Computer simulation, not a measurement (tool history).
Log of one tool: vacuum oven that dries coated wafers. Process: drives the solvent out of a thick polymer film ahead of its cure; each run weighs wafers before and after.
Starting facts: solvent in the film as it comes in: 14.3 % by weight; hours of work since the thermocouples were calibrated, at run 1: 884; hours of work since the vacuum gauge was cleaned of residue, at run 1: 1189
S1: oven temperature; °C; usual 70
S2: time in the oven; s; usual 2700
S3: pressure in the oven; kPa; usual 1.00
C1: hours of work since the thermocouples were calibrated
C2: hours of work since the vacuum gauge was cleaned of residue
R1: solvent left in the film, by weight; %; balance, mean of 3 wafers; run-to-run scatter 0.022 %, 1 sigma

Run 1, hour 0.0: usual settings; C1 884; C2 1189. Result: R1 3.18 %.
Run 2, hour 49.6: usual settings; C1 919; C2 1224. Result: R1 3.25 %.
Run 3, hour 71.6: usual settings; C1 935; C2 1240. Result: R1 3.19 %.
Run 4, hour 112.8: usual settings; C1 964; C2 1269. Result: R1 3.19 %.
Run 5, hour 139.4: usual settings but S1 58 °C; C1 983; C2 1288. Result: R1 6.40 %.
Run 6, hour 170.5: usual settings but S1 65 °C; C1 1005; C2 1310. Result: R1 4.50 %.
Run 7, hour 205.6: usual settings but S3 1.42 kPa; C1 1030; C2 1335. Result: R1 3.32 %.
Run 8, hour 239.3: usual settings but S2 2160 s; C1 1054; C2 1359. Result: R1 4.07 %.
Run 9, hour 264.1: usual settings but S2 3720 s; C1 1072; C2 1377. Result: R1 2.12 %.
Run 10, hour 296.5: usual settings but S1 62 °C, S2 3720 s; C1 1095; C2 1400. Result: R1 4.08 %.
Run 11, hour 318.5: usual settings but S1 62 °C, S2 3720 s; C1 1110; C2 1416. Result: R1 4.08 %.
Run 12, hour 352.4: usual settings but S1 68 °C, S2 1620 s, S3 1.71 kPa; C1 1135; C2 1440. Result: R1 5.91 %.
At hour 369.9: vacuum gauge cleaned of residue and calibrated.
Run 13, hour 398.7: usual settings but S1 65 °C, S2 3900 s; C1 1166; C2 20. Result: R1 2.85 %.
Run 14, hour 427.8: usual settings but S1 60 °C; C1 1187; C2 41. Result: R1 5.62 %.

Hidden state or all else? Some run-to-run changes of R1, split into what the settings, what came in and random variation would give without the hidden state, and what is left for the hidden state (with any gauge scatter that isn't in both results):
Unlogged tool condition in this case: true wafer temperature over the reading, C; true pressure over the reading, kPa; drift of the gauge itself on solvent_pct, %.
Run 4 -> 5: S1 70 -> 58. R1 +3.21 %: hidden state +0.02, all else +3.19.
Run 12 -> 13: S1 68 -> 65, S2 1620 -> 3900, S3 1.71 -> 1.00, vacuum gauge cleaned of residue and calibrated. R1 -3.06 %: hidden state -0.15, all else -2.91.

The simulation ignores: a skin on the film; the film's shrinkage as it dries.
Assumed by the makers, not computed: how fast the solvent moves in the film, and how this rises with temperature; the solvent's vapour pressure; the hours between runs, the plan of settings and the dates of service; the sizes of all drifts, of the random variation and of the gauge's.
